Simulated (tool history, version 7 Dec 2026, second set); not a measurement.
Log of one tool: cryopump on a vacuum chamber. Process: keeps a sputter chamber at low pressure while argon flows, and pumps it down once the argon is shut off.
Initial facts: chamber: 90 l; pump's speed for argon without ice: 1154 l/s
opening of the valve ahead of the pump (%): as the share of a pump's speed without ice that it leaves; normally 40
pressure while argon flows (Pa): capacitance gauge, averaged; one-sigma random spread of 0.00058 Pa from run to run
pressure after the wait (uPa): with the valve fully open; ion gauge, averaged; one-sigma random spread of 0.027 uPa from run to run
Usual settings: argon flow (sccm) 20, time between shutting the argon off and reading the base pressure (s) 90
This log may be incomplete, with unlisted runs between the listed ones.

run	hour	argon flow (sccm)	time between shutting the argon off and reading the base pressure (s)	opening of the valve ahead of the pump (%)	pressure while argon flows (Pa)	pressure after the wait (uPa)
1	0.0	20	90	40	0.0755	2.14
2	10.9	20	90	40	0.0749	2.17
3	29.4	20	90	40	0.0749	2.12
4	42.8	17	90	40	0.0646	2.16
5	53.3	22	90	40	0.0821	2.25
6	61.4	22	90	40	0.0821	2.19
7	74.6	20	90	20	0.1486	2.21
8	83.0	38	90	40	0.1437	2.20
9	92.3	20	29	40	0.0745	4.27
10	107.5	13	81	33	0.0595	2.31
11	118.7	24	71	41	0.0892	2.47
12	130.8	24	71	41	0.0879	2.46
13	142.0	12	37	44	0.0410	3.65
14	154.3	13	112	51	0.0381	2.00
15	173.1	11	53	38	0.0439	2.85

4 options for the next run, each taken on its own from the tool as it stands now. Forecast them:
A	187.7	30	269	57	?	?
B	187.7	34	63	24	?	?
C	187.7	20	278	42	?	?
D	187.7	20	56	46	?	?

run	pressure while argon flows (Pa)	pressure after the wait (uPa)
A	0.0817	1.64
B	0.2121	2.71
C	0.0714	1.57
D	0.0665	2.83
Had the tool no hidden state, the same runs would have come out as:
run	pressure while argon flows (Pa)	pressure after the wait (uPa)
A	0.0782	0.63
B	0.2082	1.70
C	0.0691	0.58
D	0.0642	1.85

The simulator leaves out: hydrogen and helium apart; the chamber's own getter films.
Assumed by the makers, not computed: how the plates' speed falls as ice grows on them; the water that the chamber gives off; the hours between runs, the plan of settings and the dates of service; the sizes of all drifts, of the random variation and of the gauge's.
